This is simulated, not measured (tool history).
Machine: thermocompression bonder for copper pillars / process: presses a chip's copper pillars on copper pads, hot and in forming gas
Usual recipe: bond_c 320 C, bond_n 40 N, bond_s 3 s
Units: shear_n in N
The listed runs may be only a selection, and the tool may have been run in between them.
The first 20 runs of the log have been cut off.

| run | hour | bond_c | bond_n | bond_s | hours of work since the heater was calibrated | hours of work since the force cell was calibrated | hours of work since the gas filter was changed | shear_n |
|---|---|---|---|---|---|---|---|---|
| 21 | 574.1 | 338 | 39 | 3 | 1402 | 49 | 19 | 95.6 |
| 22 | 604.2 | 300 | 55 | 3 | 1423 | 70 | 40 | 81.2 |
| 23 | 627 | 296 | 43 | 7 | 1440 | 87 | 56 | 84.9 |
| 24 | 662.9 | 296 | 43 | 3 | 1465 | 112 | 82 | 63.6 |
| 25 | 696.1 | 296 | 43 | 3 | 1489 | 136 | 105 | 63.3 |
| 26 | 721.6 | 299 | 48 | 3 | 1507 | 154 | 124 | 71.3 |
| 27 | 742.7 | 332 | 37 | 3 | 1522 | 169 | 139 | 87.5 |
| 28 | 772.5 | 320 | 33 | 4 | 1543 | 190 | 160 | 75.4 |
|  | 787.8 | heater calibrated with a thermocouple chip |
| 29 | 811.2 | 326 | 33 | 4 | 17 | 216 | 186 | 71.8 |
| 30 | 828.5 | 299 | 33 | 4 | 29 | 229 | 198 | 50.2 |
| 31 | 851 | 302 | 40 | 2 | 45 | 245 | 214 | 46.7 |
| 32 | 879.7 | 350 | 29 | 9 | 65 | 265 | 235 | 105.4 |
| 33 | 914.2 | 350 | 29 | 2 | 90 | 290 | 259 | 67.6 |
| 34 | 935.9 | 350 | 29 | 2 | 105 | 305 | 275 | 67.9 |
| 35 | 953 | 331 | 40 | 3 | 118 | 317 | 287 | 79.7 |
| 36 | 971.7 | 331 | 40 | 3 | 131 | 330 | 300 | 78.8 |
| 37 | 990.4 | 331 | 40 | 2 | 144 | 344 | 313 | 69.7 |
| 38 | 1022.3 | 320 | 48 | 5 | 167 | 366 | 336 | 92.2 |
| 39 | 1049.2 | 320 | 48 | 5 | 186 | 386 | 355 | 90.6 |
| 40 | 1065.9 | 300 | 55 | 9 | 198 | 397 | 367 | 94.2 |

Here are 4 independent what-if runs from the current tool condition. What would each one return?
| A | 1090.6 | 320 | 27 | 7 | 215 | 415 | 385 | ? |
| B | 1090.6 | 329 | 50 | 2 | 215 | 415 | 385 | ? |
| C | 1090.6 | 330 | 58 | 9 | 215 | 415 | 385 | ? |
| D | 1090.6 | 302 | 54 | 4 | 215 | 415 | 385 | ? |

| run | shear_n |
|---|---|
| A | 69.2 |
| B | 78.3 |
| C | 118.4 |
| D | 76.5 |
Had the tool no hidden state, the same runs would have come out as:
| run | shear_n |
|---|---|
| A | 73.2 |
| B | 82.9 |
| C | 124.9 |
| D | 80.8 |
